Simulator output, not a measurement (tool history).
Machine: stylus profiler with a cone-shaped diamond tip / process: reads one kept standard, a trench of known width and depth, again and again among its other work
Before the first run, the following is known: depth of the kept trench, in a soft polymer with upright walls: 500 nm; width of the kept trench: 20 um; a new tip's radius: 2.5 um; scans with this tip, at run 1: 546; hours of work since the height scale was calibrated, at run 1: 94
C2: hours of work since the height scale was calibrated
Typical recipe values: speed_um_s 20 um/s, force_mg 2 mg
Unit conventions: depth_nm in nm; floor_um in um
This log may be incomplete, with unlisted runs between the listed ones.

{"run": 1, "hour": 0.0, "speed_um_s": 20, "force_mg": 2, "scans with this tip": 546, "C2": 94, "depth_nm": 503.41, "floor_um": 16.85}
{"run": 2, "hour": 21.2, "speed_um_s": 20, "force_mg": 2, "scans with this tip": 611, "C2": 106, "depth_nm": 503.64, "floor_um": 16.86}
{"run": 3, "hour": 39.4, "speed_um_s": 20, "force_mg": 2, "scans with this tip": 666, "C2": 115, "depth_nm": 503.81, "floor_um": 16.91}
{"run": 4, "hour": 59.0, "speed_um_s": 20, "force_mg": 2, "scans with this tip": 726, "C2": 126, "depth_nm": 503.55, "floor_um": 16.85}
{"run": 5, "hour": 78.7, "speed_um_s": 20, "force_mg": 3.36, "scans with this tip": 787, "C2": 136, "depth_nm": 505.15, "floor_um": 16.87}
{"run": 6, "hour": 94.9, "speed_um_s": 20, "force_mg": 3.36, "scans with this tip": 837, "C2": 145, "depth_nm": 505.04, "floor_um": 16.8}
{"run": 7, "hour": 115.5, "speed_um_s": 20, "force_mg": 3.36, "scans with this tip": 900, "C2": 156, "depth_nm": 505.01, "floor_um": 16.79}
{"run": 8, "hour": 132.0, "speed_um_s": 20, "force_mg": 3.36, "scans with this tip": 950, "C2": 164, "depth_nm": 505.06, "floor_um": 16.82}
{"run": 9, "hour": 155.3, "speed_um_s": 20, "force_mg": 3.36, "scans with this tip": 1022, "C2": 177, "depth_nm": 505.3, "floor_um": 16.84}
{"run": 10, "hour": 174.7, "speed_um_s": 20, "force_mg": 3.36, "scans with this tip": 1081, "C2": 187, "depth_nm": 504.94, "floor_um": 16.86}
{"run": 11, "hour": 196.8, "speed_um_s": 20, "force_mg": 2, "scans with this tip": 1149, "C2": 199, "depth_nm": 503.62, "floor_um": 16.83}
{"run": 12, "hour": 210.8, "speed_um_s": 60, "force_mg": 2, "scans with this tip": 1192, "C2": 206, "depth_nm": 503.89, "floor_um": 16.65}
{"run": 13, "hour": 235.0, "speed_um_s": 60, "force_mg": 2, "scans with this tip": 1266, "C2": 219, "depth_nm": 503.64, "floor_um": 16.74}
{"run": 14, "hour": 258.6, "speed_um_s": 20, "force_mg": 2, "scans with this tip": 1338, "C2": 232, "depth_nm": 503.82, "floor_um": 16.79}
{"run": 15, "hour": 279.5, "speed_um_s": 20, "force_mg": 2, "scans with this tip": 1402, "C2": 243, "depth_nm": 503.92, "floor_um": 16.78}
{"run": 16, "hour": 303.1, "speed_um_s": 20, "force_mg": 2, "scans with this tip": 1475, "C2": 255, "depth_nm": 503.89, "floor_um": 16.76}
{"run": 17, "hour": 321.8, "speed_um_s": 20, "force_mg": 2, "scans with this tip": 1532, "C2": 265, "depth_nm": 504.15, "floor_um": 16.78}
{"run": 18, "hour": 342.1, "speed_um_s": 20, "force_mg": 2, "scans with this tip": 1594, "C2": 276, "depth_nm": 503.8, "floor_um": 16.74}
{"run": 19, "hour": 353.0, "speed_um_s": 20, "force_mg": 2.07, "scans with this tip": 1628, "C2": 282, "depth_nm": 503.89, "floor_um": 16.72}
{"run": 20, "hour": 368.8, "speed_um_s": 65, "force_mg": 1.52, "scans with this tip": 1676, "C2": 290, "depth_nm": 503.3, "floor_um": 16.59}
{"run": 21, "hour": 381.8, "speed_um_s": 20, "force_mg": 2.03, "scans with this tip": 1716, "C2": 297, "depth_nm": 504.12, "floor_um": 16.81}
{"run": 22, "hour": 402.9, "speed_um_s": 20, "force_mg": 2.03, "scans with this tip": 1781, "C2": 308, "depth_nm": 504.53, "floor_um": 16.77}
{"run": 23, "hour": 418.1, "speed_um_s": 20, "force_mg": 2.03, "scans with this tip": 1827, "C2": 316, "depth_nm": 504.17, "floor_um": 16.7}
{"hour": 420.8, "done": "height scale calibrated on a step standard"}
{"run": 24, "hour": 444.3, "speed_um_s": 20, "force_mg": 2.03, "scans with this tip": 1906, "C2": 12, "depth_nm": 504.53, "floor_um": 16.76}
{"run": 25, "hour": 462.5, "speed_um_s": 16, "force_mg": 1.21, "scans with this tip": 1962, "C2": 22, "depth_nm": 503.41, "floor_um": 16.68}
{"run": 26, "hour": 473.9, "speed_um_s": 47, "force_mg": 0.73, "scans with this tip": 1997, "C2": 28, "depth_nm": 502.88, "floor_um": 16.56}
{"run": 27, "hour": 485.0, "speed_um_s": 58, "force_mg": 0.83, "scans with this tip": 2031, "C2": 34, "depth_nm": 503.18, "floor_um": 16.51}
{"run": 28, "hour": 499.5, "speed_um_s": 58, "force_mg": 0.83, "scans with this tip": 2076, "C2": 42, "depth_nm": 503.03, "floor_um": 16.54}
{"run": 29, "hour": 519.8, "speed_um_s": 6, "force_mg": 1.98, "scans with this tip": 2138, "C2": 53, "depth_nm": 504.33, "floor_um": 16.76}
{"run": 30, "hour": 535.2, "speed_um_s": 15, "force_mg": 2.73, "scans with this tip": 2185, "C2": 61, "depth_nm": 505.34, "floor_um": 16.76}
{"hour": 545.4, "done": "height scale calibrated on a step standard, once more"}
{"run": 31, "hour": 555.1, "speed_um_s": 32, "force_mg": 2, "scans with this tip": 2244, "C2": 5, "depth_nm": 503.59, "floor_um": 16.63}
{"run": 32, "hour": 573.0, "speed_um_s": 14, "force_mg": 3.93, "scans with this tip": 2299, "C2": 15, "depth_nm": 505.37, "floor_um": 16.74}
{"run": 33, "hour": 588.9, "speed_um_s": 10, "force_mg": 1.67, "scans with this tip": 2348, "C2": 23, "depth_nm": 503.45, "floor_um": 16.74}
{"run": 34, "hour": 599.9, "speed_um_s": 14, "force_mg": 2.1, "scans with this tip": 2382, "C2": 29, "depth_nm": 503.85, "floor_um": 16.67}
{"run": 35, "hour": 623.2, "speed_um_s": 14, "force_mg": 2.1, "scans with this tip": 2453, "C2": 41, "depth_nm": 503.82, "floor_um": 16.73}

Forecast each of these 3 alternatives for the next run:
{"run": "A", "hour": 648.2, "speed_um_s": 50, "force_mg": 1.76, "scans with this tip": 2530, "C2": 54, "depth_nm": "?", "floor_um": "?"}
{"run": "B", "hour": 648.2, "speed_um_s": 24, "force_mg": 4.16, "scans with this tip": 2530, "C2": 54, "depth_nm": "?", "floor_um": "?"}
{"run": "C", "hour": 648.2, "speed_um_s": 15, "force_mg": 2.82, "scans with this tip": 2530, "C2": 54, "depth_nm": "?", "floor_um": "?"}

run=A depth_nm=503.3 floor_um=16.61
run=B depth_nm=505.62 floor_um=16.69
run=C depth_nm=504.27 floor_um=16.72
With no hidden state in the tool, these same runs would have given:
run=A depth_nm=502.86 floor_um=16.86
run=B depth_nm=505.18 floor_um=16.94
run=C depth_nm=503.83 floor_um=16.97
